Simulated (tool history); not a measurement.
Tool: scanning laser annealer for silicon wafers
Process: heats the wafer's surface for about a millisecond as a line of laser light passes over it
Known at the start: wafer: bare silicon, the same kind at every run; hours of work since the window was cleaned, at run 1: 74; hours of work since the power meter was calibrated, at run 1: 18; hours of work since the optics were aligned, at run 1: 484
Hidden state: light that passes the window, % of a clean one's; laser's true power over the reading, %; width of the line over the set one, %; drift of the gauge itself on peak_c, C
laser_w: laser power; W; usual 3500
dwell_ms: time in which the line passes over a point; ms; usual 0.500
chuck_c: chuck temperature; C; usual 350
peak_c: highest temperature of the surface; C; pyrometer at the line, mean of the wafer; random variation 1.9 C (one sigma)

run     day  laser_w  dwell_ms  chuck_c  hours of work since the window was cleaned  hours of work since the power meter was calibrated  hours of work since the optics were aligned  peak_c
  1   0.000     3500     0.500      350                                          74                                                  18                                          484    1144
  2   0.292     3500     0.368      350                                          78                                                  22                                          488    1044
  3   0.533     3500     0.500      350                                          82                                                  26                                          492    1145
  4   0.821     3500     0.500      350                                          86                                                  30                                          496    1143
  5   1.267     3500     0.500      350                                          92                                                  36                                          502    1139
  6   1.658     3500     0.500      359                                          98                                                  42                                          508    1154
  7   2.062     3500     0.500      359                                         103                                                  47                                          514    1151
  8   2.392     3500     0.500      359                                         108                                                  52                                          518    1151
  9   2.746     3500     0.500      359                                         113                                                  57                                          523    1153
 10   3.158     2975     0.500      350                                         119                                                  63                                          529    1006
 11   3.546     3500     0.534      350                                         124                                                  68                                          535    1165
 12   3.871     3500     0.534      350                                         129                                                  73                                          539    1163
 13   4.150     3500     0.534      371                                         133                                                  77                                          543    1185
 14   4.496     3500     0.534      371                                         138                                                  82                                          548    1187
 15   4.967     3500     0.534      371                                         144                                                  89                                          555    1186
 16   5.333     3500     0.534      371                                         150                                                  94                                          560    1183
 17   5.771     3500     0.534      371                                         156                                                 100                                          566    1184
 18   6.233     3740     0.500      350                                         162                                                 107                                          573    1203
 19   6.671     3740     0.500      350                                         169                                                 113                                          579    1199
 20   7.092     3740     0.387      350                                         175                                                 119                                          585    1113
 21   7.567     3740     0.387      350                                         181                                                 125                                          592    1108
 22   7.788     3740     0.387      350                                         184                                                 129                                          595    1110
 23   8.217     3081     0.388      359                                         191                                                 135                                          601     967
 24   8.612     3118     0.500      340                                         196                                                 140                                          606    1029
 25   8.979     3500     0.518      374                                         201                                                 145                                          612    1177
      9.229  -- optics aligned, line set to its width
 26   9.658     3500     0.518      374                                         208                                                 152                                            6    1165
 27  10.050     3596     0.353      329                                         214                                                 158                                           12    1018
     10.433  -- optics aligned, line set to its width, once more
 28  10.588     3596     0.353      329                                         218                                                 162                                            2    1039
 29  10.838     3336     0.375      377                                         222                                                 166                                            6    1053
 30  11.175     3336     0.375      374                                         227                                                 171                                           11    1043
 31  11.654     3336     0.375      374                                         233                                                 178                                           17    1042
 32  12.117     3774     0.375      372                                         240                                                 184                                           24    1142
 33  12.483     3392     0.577      350                                         245                                                 189                                           29    1177
 34  12.738     3119     0.382      348                                         249                                                 193                                           33     974
 35  13.212     3119     0.382      348                                         256                                                 200                                           39     970
 36  13.533     3343     0.500      387                                         260                                                 204                                           44    1146
 37  13.742     3657     0.483      352                                         263                                                 207                                           47    1179
 38  14.092     3657     0.483      352                                         268                                                 212                                           52    1183
 39  14.308     3569     0.617      352                                         271                                                 215                                           55    1251
 40  14.767     3518     0.500      350                                         278                                                 222                                           61    1154
 41  15.133     3500     0.412      371                                         283                                                 227                                           67    1105
 42  15.433     3500     0.412      371                                         287                                                 231                                           71    1107

3 ways to go on from here, each from the tool as it stands after run 42. What would each give?
  A  15.862     3500     0.399      371                                         293                                                 237                                           77       ?
  B  15.862     3005     0.469      315                                         293                                                 237                                           77       ?
  C  15.862     3243     0.500      318                                         293                                                 237                                           77       ?

run  peak_c
  A    1096
  B     968
  C    1050
Without the tool's hidden state the same runs would have given:
run  peak_c
  A    1109
  B     979
  C    1063
